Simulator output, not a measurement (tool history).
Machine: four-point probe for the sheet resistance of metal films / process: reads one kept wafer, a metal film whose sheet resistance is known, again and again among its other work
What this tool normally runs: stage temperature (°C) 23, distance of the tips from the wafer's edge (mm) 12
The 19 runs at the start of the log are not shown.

run,hour,stage temperature (°C),distance of the tips from the wafer's edge (mm),touches since the probe head was changed,hours of work since the stage's thermometer was calibrated,sheet resistance as the instrument gives it (ohm/square)
20,330.0,33,3,5048,1425,0.234488
21,352.9,19,5,5346,1438,0.222610
22,376.1,29,16,5649,1452,0.216424
23,392.0,35,66,5857,1461,0.215876
24,401.8,35,33,5985,1467,0.216013
25,425.1,35,33,6288,1480,0.216103
26,438.2,23,33,6459,1488,0.215761
27,448.1,24,14,6588,1494,0.216587
28,458.5,24,33,6724,1500,0.215820
29,469.6,27,17,6868,1507,0.216290
30,491.3,20,13,7151,1519,0.216645
31,512.9,23,5,7432,1532,0.222911
32,526.8,23,5,7613,1540,0.222924
33,541.3,23,5,7802,1549,0.222876
34,558.5,23,25,8027,1559,0.216020
35,579.1,23,25,8295,1571,0.216037
36,602.5,23,13,8600,1584,0.216851
37,612.8,25,21,8734,1591,0.216181
38,624.9,23,40,8891,1598,0.215801

Here are 4 independent what-if runs from the current tool condition. What would each one return?
A,636.5,31,10,9043,1604,?
B,636.5,23,4,9043,1604,?
C,636.5,23,18,9043,1604,?
D,636.5,23,60,9043,1604,?

run,sheet resistance as the instrument gives it (ohm/square)
A,0.217819
B,0.226827
C,0.216288
D,0.215841
Had the tool no hidden state, the same runs would have come out as:
run,sheet resistance as the instrument gives it (ohm/square)
A,0.217700
B,0.226698
C,0.216166
D,0.215719
